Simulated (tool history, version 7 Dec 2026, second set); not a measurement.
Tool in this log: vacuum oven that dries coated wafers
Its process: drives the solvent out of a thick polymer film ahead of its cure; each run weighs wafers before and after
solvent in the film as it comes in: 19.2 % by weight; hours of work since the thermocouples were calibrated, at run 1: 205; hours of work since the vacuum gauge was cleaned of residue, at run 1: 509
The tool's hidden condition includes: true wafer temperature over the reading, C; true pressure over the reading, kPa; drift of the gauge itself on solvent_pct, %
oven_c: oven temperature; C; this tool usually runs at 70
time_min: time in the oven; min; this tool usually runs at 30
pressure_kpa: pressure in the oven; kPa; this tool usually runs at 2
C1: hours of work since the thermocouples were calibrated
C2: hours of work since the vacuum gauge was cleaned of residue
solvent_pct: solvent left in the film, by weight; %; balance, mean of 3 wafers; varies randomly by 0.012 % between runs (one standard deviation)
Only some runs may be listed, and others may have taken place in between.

run 1 hour=0 | oven_c=70 time_min=30 pressure_kpa=2 | C1=205 C2=509 | solvent_pct=1.49
run 2 hour=10.8 | oven_c=70 time_min=30 pressure_kpa=2 | C1=214 C2=517 | solvent_pct=1.47
run 3 hour=24.3 | oven_c=70 time_min=30 pressure_kpa=6.47 | C1=224 C2=528 | solvent_pct=3.53
run 4 hour=36.6 | oven_c=70 time_min=40 pressure_kpa=2 | C1=233 C2=537 | solvent_pct=1.19
run 5 hour=52.4 | oven_c=70 time_min=30 pressure_kpa=2 | C1=246 C2=549 | solvent_pct=1.49
run 6 hour=67 | oven_c=70 time_min=30 pressure_kpa=2.24 | C1=257 C2=560 | solvent_pct=1.59
run 7 hour=77.2 | oven_c=70 time_min=30 pressure_kpa=2 | C1=265 C2=568 | solvent_pct=1.46
run 8 hour=92.4 | oven_c=70 time_min=25 pressure_kpa=2 | C1=276 C2=580 | solvent_pct=1.82
run 9 hour=100.3 | oven_c=70 time_min=25 pressure_kpa=2 | C1=282 C2=586 | solvent_pct=1.77
run 10 hour=116 | oven_c=70 time_min=30 pressure_kpa=3.87 | C1=294 C2=598 | solvent_pct=2.33
run 11 hour=132.3 | oven_c=70 time_min=30 pressure_kpa=3.87 | C1=307 C2=610 | solvent_pct=2.32
run 12 hour=143.6 | oven_c=70 time_min=30 pressure_kpa=3.87 | C1=315 C2=619 | solvent_pct=2.31
run 13 hour=151.3 | oven_c=70 time_min=30 pressure_kpa=3.87 | C1=321 C2=625 | solvent_pct=2.3
run 14 hour=159.1 | oven_c=70 time_min=30 pressure_kpa=3.87 | C1=327 C2=631 | solvent_pct=2.31
run 15 hour=173.3 | oven_c=70 time_min=30 pressure_kpa=3.87 | C1=338 C2=642 | solvent_pct=2.31
run 16 hour=181.5 | oven_c=70 time_min=30 pressure_kpa=3.87 | C1=345 C2=648 | solvent_pct=2.32
run 17 hour=191.6 | oven_c=70 time_min=30 pressure_kpa=2 | C1=352 C2=656 | solvent_pct=1.49
run 18 hour=208.6 | oven_c=70 time_min=30 pressure_kpa=2 | C1=365 C2=669 | solvent_pct=1.45
run 19 hour=217.2 | oven_c=70 time_min=30 pressure_kpa=2 | C1=372 C2=675 | solvent_pct=1.48
run 20 hour=232.7 | oven_c=70 time_min=30 pressure_kpa=3.09 | C1=384 C2=687 | solvent_pct=1.96
run 21 hour=248 | oven_c=70 time_min=30 pressure_kpa=3.98 | C1=396 C2=699 | solvent_pct=2.38
run 22 hour=264.4 | oven_c=70 time_min=30 pressure_kpa=1.28 | C1=408 C2=712 | solvent_pct=1.15
run 23 hour=280.2 | oven_c=70 time_min=30 pressure_kpa=1.28 | C1=420 C2=724 | solvent_pct=1.14
run 24 hour=287.2 | oven_c=70 time_min=30 pressure_kpa=2 | C1=426 C2=729 | solvent_pct=1.48
run 25 hour=297.3 | oven_c=70 time_min=19 pressure_kpa=2 | C1=433 C2=737 | solvent_pct=2.54

Run 26 has not been measured yet. What should we expect?
run 26 hour=311.2 | oven_c=70 time_min=19 pressure_kpa=2 | C1=444 C2=747 | solvent_pct=?

{"run 26": {"solvent_pct": 2.57}}
Take away the tool's hidden state, keep the run-to-run variation as it was, and the same run would have given solvent_pct 2.7 %.

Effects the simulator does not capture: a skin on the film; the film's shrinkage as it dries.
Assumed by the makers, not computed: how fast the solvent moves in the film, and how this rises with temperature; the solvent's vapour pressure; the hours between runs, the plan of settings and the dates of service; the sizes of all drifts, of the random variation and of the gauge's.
